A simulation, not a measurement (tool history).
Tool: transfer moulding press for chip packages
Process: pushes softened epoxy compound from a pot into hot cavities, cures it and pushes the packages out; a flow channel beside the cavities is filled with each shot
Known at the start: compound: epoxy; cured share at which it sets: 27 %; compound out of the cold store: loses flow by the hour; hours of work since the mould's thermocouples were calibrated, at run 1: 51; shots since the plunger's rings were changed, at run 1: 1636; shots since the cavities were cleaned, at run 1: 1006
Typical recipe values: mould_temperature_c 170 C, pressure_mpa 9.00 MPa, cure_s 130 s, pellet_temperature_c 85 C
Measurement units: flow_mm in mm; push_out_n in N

run    day  mould_temperature_c  pressure_mpa  cure_s  pellet_temperature_c  hours of work since the mould's thermocouples were calibrated  shots since the plunger's rings were changed  shots since the cavities were cleaned  incoming compound's hours out of the cold store  flow_mm  push_out_n
  1  0.000                  170          9.00     130                    85                                                             51                                          1636                                   1006                                             25.5      554         747
  2  0.292                  170          9.00     130                    85                                                             54                                          1681                                   1051                                             47.8      512         744
     0.412  -- cavities cleaned with cleaning compound and waxed
  3  0.583                  170          9.00     130                    85                                                             56                                          1716                                     26                                             13.1      588         442
  4  0.808                  170          9.00     130                    85                                                             58                                          1751                                     61                                             25.0      555         473
  5  1.062                  170          9.00     130                    85                                                             61                                          1791                                    101                                             21.5      566         509
  6  1.296                  170          9.00     130                    85                                                             63                                          1827                                    137                                             21.7      569         508
  7  1.683                  170          9.00     130                    85                                                             67                                          1887                                    197                                             42.2      524         568
  8  1.854                  170          9.00     125                    85                                                             69                                          1913                                    223                                             40.1      525         581
  9  2.038                  170          9.00     125                    85                                                             71                                          1941                                    251                                             37.8      531         587
 10  2.208                  170          9.00     125                    85                                                             72                                          1968                                    278                                             39.6      526         616
 11  2.592                  170          9.00     125                    85                                                             76                                          2027                                    337                                             29.0      547         659
 12  2.846                  170          9.00     125                    85                                                             79                                          2066                                    376                                             20.8      564         685
 13  3.129                  170          7.25     110                    85                                                             82                                          2110                                    420                                             24.2      503         828
 14  3.483                  170          7.25     110                    85                                                             85                                          2165                                    475                                              9.1      529         884
 15  3.721                  174          8.95     130                    84                                                             88                                          2201                                    511                                             12.0      573         596
 16  4.071                  170          9.00     149                    90                                                             91                                          2255                                    565                                             43.4      519         620
 17  4.338                  170          9.47     124                    88                                                             94                                          2296                                    606                                             19.9      580         722
 18  4.517                  170          9.47     124                    88                                                             96                                          2324                                    634                                              9.0      606         771
 19  4.792                  172          9.00     130                    85                                                             99                                          2366                                    676                                             40.5      515         673

What differs in the tool's unlogged condition from the final listed run ahead of each entry between runs to the first listed run following it?
Logged between run 2 and run 3: cavities cleaned with cleaning compound and waxed (day 0.412)
  true mould temperature over the reading, C: 0 -> -0.01; pressure that reaches the compound, % of what is set: 97.02 -> 96.95; grip of the stained cavities, % over clean ones': 90 -> 8.2
  measured result minus the result with no hidden state, flow_mm: -8 -> -9 mm; push_out_n: +350 -> +33 N
